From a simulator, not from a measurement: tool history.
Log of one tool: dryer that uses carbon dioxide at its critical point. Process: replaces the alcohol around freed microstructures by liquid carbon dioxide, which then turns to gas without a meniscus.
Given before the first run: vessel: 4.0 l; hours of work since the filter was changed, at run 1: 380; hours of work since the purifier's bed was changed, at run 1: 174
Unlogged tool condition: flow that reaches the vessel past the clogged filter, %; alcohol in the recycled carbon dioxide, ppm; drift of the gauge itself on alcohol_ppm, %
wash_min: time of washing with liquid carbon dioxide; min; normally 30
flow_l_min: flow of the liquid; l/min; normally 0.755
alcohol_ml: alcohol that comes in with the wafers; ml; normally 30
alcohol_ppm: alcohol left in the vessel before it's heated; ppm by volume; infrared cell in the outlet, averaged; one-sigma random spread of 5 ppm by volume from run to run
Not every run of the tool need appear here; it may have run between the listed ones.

run,day,wash_min,flow_l_min,alcohol_ml,hours of work since the filter was changed,hours of work since the purifier's bed was changed,alcohol_ppm
1,0.000,30,0.755,30,380,174,59
2,0.754,30,0.755,30,393,188,67
3,1.462,30,0.755,30,405,200,67
4,1.888,44,0.755,30,413,208,24
5,2.600,44,0.755,30,425,220,34
6,3.008,44,0.755,30,433,227,29
7,3.796,30,0.755,30,446,241,74
8,4.329,30,0.755,30,456,251,71
9,4.679,30,0.755,30,462,257,64
10,5.446,30,0.578,38,475,270,221
11,6.088,30,0.671,29,487,281,111
12,6.829,30,0.671,29,500,294,117
13,7.408,40,0.795,40,510,305,42
14,7.867,40,0.795,56,518,313,43
15,8.629,40,0.795,56,531,326,50
16,9.338,35,0.796,40,544,339,53
# day 10.138: inlet filter changed
17,10.138,35,0.796,40,0,352,37

For each run, the measured value with the value that run would have given without the tool's hidden condition subtracted. The run-to-run variation is shared by both, the gauge scatter possibly not:
run,alcohol_ppm
1,+31
2,+32
3,+33
4,+21
5,+22
6,+23
7,+39
8,+39
9,+40
10,+84
11,+54
12,+54
13,+32
14,+32
15,+35
16,+41
17,+31
